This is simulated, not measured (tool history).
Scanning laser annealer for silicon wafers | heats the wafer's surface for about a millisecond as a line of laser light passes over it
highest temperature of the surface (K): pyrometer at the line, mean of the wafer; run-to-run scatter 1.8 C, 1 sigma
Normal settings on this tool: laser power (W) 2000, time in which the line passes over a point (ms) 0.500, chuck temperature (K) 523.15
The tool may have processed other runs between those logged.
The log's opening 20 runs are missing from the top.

run   hour  laser power (W)  time in which the line passes over a point (ms)  chuck temperature (K)  highest temperature of the surface (K)
 21  251.1             1740                                            0.500                 523.15                                 1077.15
 22  264.5             1805                                            0.500                 525.15                                 1109.15
     277.3  -- laser's power meter calibrated, once more
 23  284.3             1805                                            0.500                 525.15                                 1108.15
 24  296.4             1805                                            0.500                 525.15                                 1105.15
 25  312.9             1710                                            0.408                 523.15                                 1015.15
 26  330.8             1710                                            0.408                 523.15                                 1018.15
 27  347.1             2000                                            0.392                 497.15                                 1085.15
 28  355.0             2000                                            0.392                 497.15                                 1086.15
 29  369.7             2000                                            0.392                 497.15                                 1087.15
 30  380.9             2000                                            0.392                 497.15                                 1087.15
 31  396.9             1711                                            0.500                 489.15                                 1029.15
 32  411.4             2132                                            0.500                 541.15                                 1257.15
 33  424.0             2000                                            0.398                 523.15                                 1116.15
 34  442.4             2074                                            0.532                 501.15                                 1211.15
 35  451.9             2074                                            0.532                 501.15                                 1208.15
 36  466.2             1976                                            0.532                 490.15                                 1157.15
 37  474.2             1786                                            0.399                 546.15                                 1058.15
 38  491.2             1786                                            0.399                 546.15                                 1059.15
 39  502.1             1786                                            0.399                 546.15                                 1060.15
 40  510.6             1739                                            0.500                 506.15                                 1057.15
 41  527.6             1811                                            0.618                 534.15                                 1172.15

Branching from run 41: 3 alternative next runs. What would each branch give?
  A  537.3             1811                                            0.556                 495.15                                       ?
  B  537.3             1749                                            0.419                 537.15                                       ?
  C  537.3             1823                                            0.428                 553.15                                       ?

run  highest temperature of the surface (K)
  A                                 1099.15
  B                                 1048.15
  C                                 1095.15
With the hidden condition removed and each run's random variation left untouched, the same runs would have given:
run  highest temperature of the surface (K)
  A                                 1145.15
  B                                 1086.15
  C                                 1136.15
